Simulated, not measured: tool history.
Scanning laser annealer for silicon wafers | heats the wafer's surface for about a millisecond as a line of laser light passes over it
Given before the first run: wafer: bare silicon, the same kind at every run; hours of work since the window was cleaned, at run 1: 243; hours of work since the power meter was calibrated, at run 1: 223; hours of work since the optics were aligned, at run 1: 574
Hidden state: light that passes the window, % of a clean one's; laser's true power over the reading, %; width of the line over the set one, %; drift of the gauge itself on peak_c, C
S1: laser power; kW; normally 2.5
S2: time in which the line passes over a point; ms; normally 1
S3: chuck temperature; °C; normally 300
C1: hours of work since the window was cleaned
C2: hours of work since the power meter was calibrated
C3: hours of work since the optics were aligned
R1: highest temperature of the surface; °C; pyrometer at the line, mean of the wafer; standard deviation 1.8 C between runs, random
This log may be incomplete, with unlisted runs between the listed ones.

run 1 hour=0 | S1=2.5 S2=1 S3=300 | C1=243 C2=223 C3=574 | R1=1030
run 2 hour=14.8 | S1=2.249 S2=1 S3=300 | C1=253 C2=232 C3=583 | R1=959
run 3 hour=38.5 | S1=2.249 S2=1 S3=300 | C1=268 C2=248 C3=599 | R1=957
run 4 hour=54.3 | S1=2.249 S2=1 S3=300 | C1=279 C2=258 C3=609 | R1=954
run 5 hour=67.5 | S1=2.249 S2=1 S3=300 | C1=287 C2=267 C3=618 | R1=957
run 6 hour=90.7 | S1=2.5 S2=1 S3=300 | C1=302 C2=282 C3=633 | R1=1028
run 7 hour=113.8 | S1=2.134 S2=1 S3=300 | C1=318 C2=297 C3=648 | R1=920
run 8 hour=126.5 | S1=2.134 S2=1 S3=300 | C1=326 C2=305 C3=656 | R1=917
run 9 hour=147.9 | S1=2.134 S2=1 S3=300 | C1=340 C2=319 C3=670 | R1=922
run 10 hour=164.1 | S1=2.134 S2=1 S3=300 | C1=350 C2=330 C3=681 | R1=920
run 11 hour=185.7 | S1=2.134 S2=1 S3=300 | C1=364 C2=344 C3=695 | R1=918
run 12 hour=200 | S1=2.134 S2=1 S3=339 | C1=374 C2=353 C3=704 | R1=955
run 13 hour=211.6 | S1=2.134 S2=1 S3=339 | C1=381 C2=361 C3=712 | R1=955
run 14 hour=234.7 | S1=2.134 S2=1 S3=339 | C1=396 C2=376 C3=727 | R1=955
run 15 hour=254.5 | S1=2.134 S2=1.16 S3=339 | C1=409 C2=389 C3=740 | R1=1010
run 16 hour=273.9 | S1=2.5 S2=1 S3=300 | C1=422 C2=401 C3=752 | R1=1022
run 17 hour=296.9 | S1=2.5 S2=1 S3=313 | C1=437 C2=416 C3=767 | R1=1031
run 18 hour=308.8 | S1=2.5 S2=1 S3=313 | C1=445 C2=424 C3=775 | R1=1032
-- hour=312.8 window over the wafer cleaned
run 19 hour=324 | S1=2.5 S2=1 S3=313 | C1=7 C2=433 C3=784 | R1=1063
run 20 hour=341.3 | S1=2.5 S2=1 S3=313 | C1=19 C2=444 C3=795 | R1=1059
run 21 hour=353.4 | S1=2.5 S2=1 S3=313 | C1=26 C2=452 C3=803 | R1=1061
run 22 hour=371.5 | S1=2.598 S2=1.19 S3=300 | C1=38 C2=464 C3=815 | R1=1161
run 23 hour=390.6 | S1=2.5 S2=1.03 S3=320 | C1=51 C2=476 C3=827 | R1=1080
run 24 hour=410.8 | S1=2.5 S2=1.03 S3=320 | C1=64 C2=489 C3=840 | R1=1078
run 25 hour=423.1 | S1=2.5 S2=1 S3=337 | C1=72 C2=497 C3=848 | R1=1081
run 26 hour=445.3 | S1=2.5 S2=1 S3=337 | C1=86 C2=512 C3=863 | R1=1082
run 27 hour=461.9 | S1=2.5 S2=1.11 S3=335 | C1=97 C2=523 C3=873 | R1=1127
run 28 hour=478 | S1=2.292 S2=1.24 S3=328 | C1=108 C2=533 C3=884 | R1=1102
run 29 hour=491.2 | S1=2.589 S2=0.71 S3=268 | C1=116 C2=542 C3=893 | R1=891
run 30 hour=509.5 | S1=2.284 S2=0.71 S3=324 | C1=128 C2=554 C3=905 | R1=880
run 31 hour=530 | S1=2.205 S2=1 S3=263 | C1=142 C2=567 C3=918 | R1=918
run 32 hour=545.3 | S1=2.158 S2=1 S3=334 | C1=152 C2=577 C3=928 | R1=974
run 33 hour=561.3 | S1=2.158 S2=1.07 S3=334 | C1=162 C2=587 C3=938 | R1=993
run 34 hour=584.7 | S1=2.446 S2=0.91 S3=263 | C1=177 C2=603 C3=954 | R1=945
run 35 hour=606.2 | S1=2.446 S2=0.91 S3=263 | C1=191 C2=617 C3=968 | R1=946
run 36 hour=624.3 | S1=2.446 S2=0.76 S3=263 | C1=203 C2=629 C3=979 | R1=874
run 37 hour=635.8 | S1=2.227 S2=1 S3=290 | C1=211 C2=636 C3=987 | R1=944
run 38 hour=656 | S1=2.33 S2=0.76 S3=300 | C1=224 C2=649 C3=1000 | R1=881
run 39 hour=675.1 | S1=2.33 S2=0.76 S3=300 | C1=236 C2=662 C3=1013 | R1=882
run 40 hour=698.3 | S1=2.33 S2=0.76 S3=300 | C1=251 C2=677 C3=1028 | R1=878

Below are 3 alternative next runs, each starting from the tool's condition after run 40. Predict each:
run A hour=710.9 | S1=2.677 S2=1.1 S3=310 | C1=260 C2=685 C3=1036 | R1=?
run B hour=710.9 | S1=2.503 S2=1.01 S3=333 | C1=260 C2=685 C3=1036 | R1=?
run C hour=710.9 | S1=2.576 S2=0.76 S3=275 | C1=260 C2=685 C3=1036 | R1=?

run=A R1=1138
run=B R1=1067
run=C R1=918
Without the tool's unlogged condition, the same runs would have read:
run=A R1=1159
run=B R1=1085
run=C R1=934
